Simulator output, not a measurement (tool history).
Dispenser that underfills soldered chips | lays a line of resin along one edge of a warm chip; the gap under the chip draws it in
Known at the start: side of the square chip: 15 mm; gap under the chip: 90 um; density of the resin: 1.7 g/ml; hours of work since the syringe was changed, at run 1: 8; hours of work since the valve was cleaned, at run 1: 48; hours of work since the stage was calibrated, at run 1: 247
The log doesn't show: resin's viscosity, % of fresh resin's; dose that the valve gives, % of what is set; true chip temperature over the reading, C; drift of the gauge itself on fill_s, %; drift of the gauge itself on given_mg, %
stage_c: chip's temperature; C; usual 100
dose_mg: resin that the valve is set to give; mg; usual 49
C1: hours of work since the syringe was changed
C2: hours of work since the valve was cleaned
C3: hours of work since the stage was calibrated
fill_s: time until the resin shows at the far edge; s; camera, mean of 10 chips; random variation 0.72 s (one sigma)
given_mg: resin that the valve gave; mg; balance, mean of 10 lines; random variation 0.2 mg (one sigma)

Run 1, hour 0: usual settings; C1 8; C2 48; C3 247. Result: fill_s 92.6 s, given_mg 47.06 mg.
At hour 1.3: new syringe of resin.
Run 2, hour 11.6: usual settings but dose_mg 50.6 mg; C1 8; C2 56; C3 256. Result: fill_s 89.8 s, given_mg 48.36 mg.
At hour 13.6: new syringe of resin.
At hour 22.5: dispensing valve cleaned and set on the balance.
Run 3, hour 23.1: usual settings but dose_mg 44.3 mg; C1 7; C2 0; C3 264. Result: fill_s 85.7 s, given_mg 44.44 mg.
At hour 26.7: new syringe of resin.
Run 4, hour 33.2: usual settings but dose_mg 44.3 mg; C1 5; C2 8; C3 271. Result: fill_s 79.3 s, given_mg 44.09 mg.
At hour 38.9: new syringe of resin.
Run 5, hour 42.3: usual settings but dose_mg 44.3 mg; C1 3; C2 15; C3 278. Result: fill_s 73.2 s, given_mg 44.05 mg.
Run 6, hour 48.6: usual settings but dose_mg 44.3 mg; C1 8; C2 20; C3 283. Result: fill_s 88.7 s, given_mg 43.54 mg.
At hour 51: new syringe of resin.
Run 7, hour 55.3: usual settings but dose_mg 44.3 mg; C1 3; C2 25; C3 288. Result: fill_s 75.8 s, given_mg 43.45 mg.
At hour 63.1: new syringe of resin.
Run 8, hour 64.3: usual settings but dose_mg 44.3 mg; C1 1; C2 31; C3 294. Result: fill_s 67.8 s, given_mg 43.05 mg.
Run 9, hour 73.2: usual settings but dose_mg 44.3 mg; C1 8; C2 38; C3 301. Result: fill_s 89.3 s, given_mg 42.85 mg.
At hour 75.3: new syringe of resin.
Run 10, hour 82.3: usual settings but dose_mg 44.3 mg; C1 5; C2 45; C3 308. Result: fill_s 82.3 s, given_mg 42.95 mg.
At hour 87.8: new syringe of resin.
Run 11, hour 91.1: usual settings but dose_mg 44.3 mg; C1 3; C2 51; C3 315. Result: fill_s 72.9 s, given_mg 42.15 mg.
Run 12, hour 98.3: usual settings but dose_mg 44.3 mg; C1 8; C2 57; C3 320. Result: fill_s 92 s, given_mg 41.94 mg.
At hour 99.8: new syringe of resin.
Run 13, hour 103.3: usual settings but dose_mg 44.3 mg; C1 3; C2 61; C3 324. Result: fill_s 75.2 s, given_mg 41.94 mg.
At hour 107.6: dispensing valve cleaned and set on the balance.
At hour 113.3: new syringe of resin.
Run 14, hour 113.5: usual settings but stage_c 106 C, dose_mg 62.1 mg; C1 0; C2 4; C3 331. Result: fill_s 50.9 s, given_mg 62.13 mg.
Run 15, hour 120.1: usual settings but stage_c 106 C, dose_mg 62.1 mg; C1 5; C2 9; C3 336. Result: fill_s 63.6 s, given_mg 61.54 mg.
At hour 125.5: new syringe of resin.
Run 16, hour 127.2: usual settings but stage_c 106 C, dose_mg 56.8 mg; C1 1; C2 15; C3 341. Result: fill_s 53.8 s, given_mg 56 mg.

Hidden state at the last listed run before each entry between runs and at the first one after, where it differs:
Between runs 1 and 2: new syringe of resin (hour 1.3)
  resin's viscosity, % of fresh resin's: 144.4 -> 137.5; dose that the valve gives, % of what is set: 96.24 -> 95.49; true chip temperature over the reading, C: 0.76 -> 0.79
  measured less the result without the state, fill_s: +27.4 -> +23.3 s; given_mg: -1.84 -> -2.28 mg
Between runs 2 and 3: new syringe of resin (hour 13.6); dispensing valve cleaned and set on the balance (hour 22.5)
  resin's viscosity, % of fresh resin's: 137.5 -> 131.7; dose that the valve gives, % of what is set: 95.49 -> 99.95; true chip temperature over the reading, C: 0.79 -> 0.82
  measured less the result without the state, fill_s: +23.3 -> +18.9 s; given_mg: -2.28 -> -0.02 mg
Between runs 3 and 4: new syringe of resin (hour 26.7)
  resin's viscosity, % of fresh resin's: 131.7 -> 122.9; dose that the valve gives, % of what is set: 99.95 -> 99.37; true chip temperature over the reading, C: 0.82 -> 0.84
  measured less the result without the state, fill_s: +18.9 -> +13.1 s; given_mg: -0.02 -> -0.27 mg
Between runs 4 and 5: new syringe of resin (hour 38.9)
  resin's viscosity, % of fresh resin's: 122.9 -> 111.9; dose that the valve gives, % of what is set: 99.37 -> 98.77; true chip temperature over the reading, C: 0.84 -> 0.87
  measured less the result without the state, fill_s: +13.1 -> +6.1 s; given_mg: -0.27 -> -0.55 mg
Between runs 6 and 7: new syringe of resin (hour 51)
  resin's viscosity, % of fresh resin's: 136.7 -> 114.1; dose that the valve gives, % of what is set: 98.32 -> 97.88; true chip temperature over the reading, C: 0.88 -> 0.9
  measured less the result without the state, fill_s: +22.1 -> +7.8 s; given_mg: -0.74 -> -0.95 mg
Between runs 7 and 8: new syringe of resin (hour 63.1)
  resin's viscosity, % of fresh resin's: 114.1 -> 103.3; dose that the valve gives, % of what is set: 97.88 -> 97.32; true chip temperature over the reading, C: 0.9 -> 0.93
  measured less the result without the state, fill_s: +7.8 -> +0.6 s; given_mg: -0.95 -> -1.18 mg
Between runs 9 and 10: new syringe of resin (hour 75.3)
  resin's viscosity, % of fresh resin's: 137.2 -> 125; dose that the valve gives, % of what is set: 96.7 -> 96.21; true chip temperature over the reading, C: 0.95 -> 0.98
  measured less the result without the state, fill_s: +22.9 -> +15 s; given_mg: -1.46 -> -1.69 mg
Between runs 10 and 11: new syringe of resin (hour 87.8)
  resin's viscosity, % of fresh resin's: 125 -> 111.8; dose that the valve gives, % of what is set: 96.21 -> 95.67; true chip temperature over the reading, C: 0.98 -> 1
  measured less the result without the state, fill_s: +15 -> +6.5 s; given_mg: -1.69 -> -1.91 mg
Between runs 12 and 13: new syringe of resin (hour 99.8)
  resin's viscosity, % of fresh resin's: 140.7 -> 114.2; dose that the valve gives, % of what is set: 95.15 -> 94.85; true chip temperature over the reading, C: 1.02 -> 1.04
  measured less the result without the state, fill_s: +25.4 -> +8.2 s; given_mg: -2.14 -> -2.28 mg
Between runs 13 and 14: dispensing valve cleaned and set on the balance (hour 107.6); new syringe of resin (hour 113.3)
  resin's viscosity, % of fresh resin's: 114.2 -> 103.5; dose that the valve gives, % of what is set: 94.85 -> 99.5; true chip temperature over the reading, C: 1.04 -> 1.06
  measured less the result without the state, fill_s: +8.2 -> -0.1 s; given_mg: -2.28 -> -0.31 mg
Between runs 15 and 16: new syringe of resin (hour 125.5)
  resin's viscosity, % of fresh resin's: 127.5 -> 105.9; dose that the valve gives, % of what is set: 99.13 -> 98.73; true chip temperature over the reading, C: 1.08 -> 1.1
  measured less the result without the state, fill_s: +11.9 -> +1.2 s; given_mg: -0.54 -> -0.73 mg
